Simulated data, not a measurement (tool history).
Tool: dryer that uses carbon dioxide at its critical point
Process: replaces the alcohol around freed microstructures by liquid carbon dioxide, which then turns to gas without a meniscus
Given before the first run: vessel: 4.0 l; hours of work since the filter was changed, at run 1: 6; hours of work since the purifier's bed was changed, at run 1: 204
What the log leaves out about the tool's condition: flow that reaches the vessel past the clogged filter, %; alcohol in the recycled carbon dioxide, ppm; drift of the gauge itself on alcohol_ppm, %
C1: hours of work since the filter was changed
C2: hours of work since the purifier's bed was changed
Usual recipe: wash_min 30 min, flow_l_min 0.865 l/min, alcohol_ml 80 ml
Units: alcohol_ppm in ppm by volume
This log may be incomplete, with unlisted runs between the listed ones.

run 1 hour=0.0 | wash_min=30 flow_l_min=0.865 alcohol_ml=80 | C1=6 C2=204 | alcohol_ppm=79
run 2 hour=4.0 | wash_min=30 flow_l_min=0.865 alcohol_ml=80 | C1=9 C2=207 | alcohol_ppm=66
run 3 hour=8.1 | wash_min=30 flow_l_min=0.865 alcohol_ml=80 | C1=11 C2=210 | alcohol_ppm=78
run 4 hour=13.3 | wash_min=30 flow_l_min=0.865 alcohol_ml=80 | C1=15 C2=213 | alcohol_ppm=80
run 5 hour=21.0 | wash_min=30 flow_l_min=0.865 alcohol_ml=23 | C1=20 C2=218 | alcohol_ppm=40
run 6 hour=26.2 | wash_min=30 flow_l_min=0.865 alcohol_ml=80 | C1=23 C2=221 | alcohol_ppm=76
run 7 hour=33.9 | wash_min=30 flow_l_min=0.865 alcohol_ml=32 | C1=28 C2=226 | alcohol_ppm=48
run 8 hour=42.1 | wash_min=30 flow_l_min=0.865 alcohol_ml=40 | C1=34 C2=232 | alcohol_ppm=61
run 9 hour=48.8 | wash_min=30 flow_l_min=1.406 alcohol_ml=80 | C1=38 C2=236 | alcohol_ppm=32
run 10 hour=52.9 | wash_min=30 flow_l_min=1.406 alcohol_ml=80 | C1=41 C2=239 | alcohol_ppm=19
run 11 hour=61.0 | wash_min=30 flow_l_min=1.406 alcohol_ml=80 | C1=46 C2=244 | alcohol_ppm=28
run 12 hour=64.8 | wash_min=30 flow_l_min=1.406 alcohol_ml=80 | C1=48 C2=247 | alcohol_ppm=38
run 13 hour=73.5 | wash_min=30 flow_l_min=1.406 alcohol_ml=80 | C1=54 C2=252 | alcohol_ppm=24
run 14 hour=78.3 | wash_min=18 flow_l_min=0.865 alcohol_ml=80 | C1=57 C2=255 | alcohol_ppm=649
run 15 hour=84.4 | wash_min=18 flow_l_min=0.865 alcohol_ml=80 | C1=61 C2=259 | alcohol_ppm=639
run 16 hour=90.1 | wash_min=18 flow_l_min=0.865 alcohol_ml=80 | C1=65 C2=263 | alcohol_ppm=660
run 17 hour=95.4 | wash_min=30 flow_l_min=0.936 alcohol_ml=80 | C1=68 C2=267 | alcohol_ppm=71
run 18 hour=100.6 | wash_min=30 flow_l_min=0.936 alcohol_ml=80 | C1=72 C2=270 | alcohol_ppm=61
run 19 hour=108.5 | wash_min=30 flow_l_min=0.561 alcohol_ml=80 | C1=77 C2=275 | alcohol_ppm=466
run 20 hour=116.8 | wash_min=30 flow_l_min=0.865 alcohol_ml=94 | C1=82 C2=281 | alcohol_ppm=105
run 21 hour=121.5 | wash_min=30 flow_l_min=0.865 alcohol_ml=49 | C1=86 C2=284 | alcohol_ppm=71
run 22 hour=129.2 | wash_min=30 flow_l_min=0.865 alcohol_ml=49 | C1=91 C2=289 | alcohol_ppm=77
run 23 hour=137.6 | wash_min=19 flow_l_min=1.389 alcohol_ml=24 | C1=96 C2=294 | alcohol_ppm=41
run 24 hour=146.9 | wash_min=32 flow_l_min=1.403 alcohol_ml=40 | C1=102 C2=300 | alcohol_ppm=26
run 25 hour=151.3 | wash_min=41 flow_l_min=0.726 alcohol_ml=54 | C1=105 C2=303 | alcohol_ppm=54
run 26 hour=157.3 | wash_min=30 flow_l_min=0.865 alcohol_ml=105 | C1=109 C2=307 | alcohol_ppm=121
run 27 hour=162.8 | wash_min=28 flow_l_min=0.865 alcohol_ml=31 | C1=113 C2=311 | alcohol_ppm=72
run 28 hour=168.2 | wash_min=41 flow_l_min=0.865 alcohol_ml=115 | C1=116 C2=314 | alcohol_ppm=52
run 29 hour=175.2 | wash_min=22 flow_l_min=0.865 alcohol_ml=66 | C1=121 C2=319 | alcohol_ppm=293
run 30 hour=179.0 | wash_min=22 flow_l_min=0.865 alcohol_ml=66 | C1=123 C2=321 | alcohol_ppm=301
run 31 hour=187.5 | wash_min=22 flow_l_min=0.865 alcohol_ml=66 | C1=129 C2=327 | alcohol_ppm=295
run 32 hour=196.7 | wash_min=47 flow_l_min=0.948 alcohol_ml=44 | C1=135 C2=333 | alcohol_ppm=36
run 33 hour=204.8 | wash_min=48 flow_l_min=0.627 alcohol_ml=119 | C1=140 C2=338 | alcohol_ppm=80
run 34 hour=210.0 | wash_min=35 flow_l_min=0.610 alcohol_ml=96 | C1=143 C2=342 | alcohol_ppm=257
run 35 hour=214.1 | wash_min=35 flow_l_min=0.610 alcohol_ml=96 | C1=146 C2=344 | alcohol_ppm=259
run 36 hour=222.5 | wash_min=19 flow_l_min=0.614 alcohol_ml=80 | C1=152 C2=350 | alcohol_ppm=1600
run 37 hour=226.7 | wash_min=19 flow_l_min=0.614 alcohol_ml=28 | C1=154 C2=352 | alcohol_ppm=575

Hidden state or all else? Some run-to-run changes of alcohol_ppm, split into what the settings, what came in and random variation would give without the hidden state, and what is left for the hidden state (with any gauge scatter that isn't in both results):
Run 13 -> 14: wash_min 30 -> 18, flow_l_min 1.406 -> 0.865. alcohol_ppm +625 ppm by volume: hidden state +55, all else +570.
Run 35 -> 36: wash_min 35 -> 19, flow_l_min 0.610 -> 0.614, alcohol_ml 96 -> 80. alcohol_ppm +1341 ppm by volume: hidden state +195, all else +1146.
Run 36 -> 37: alcohol_ml 80 -> 28. alcohol_ppm -1025 ppm by volume: hidden state -164, all else -861.
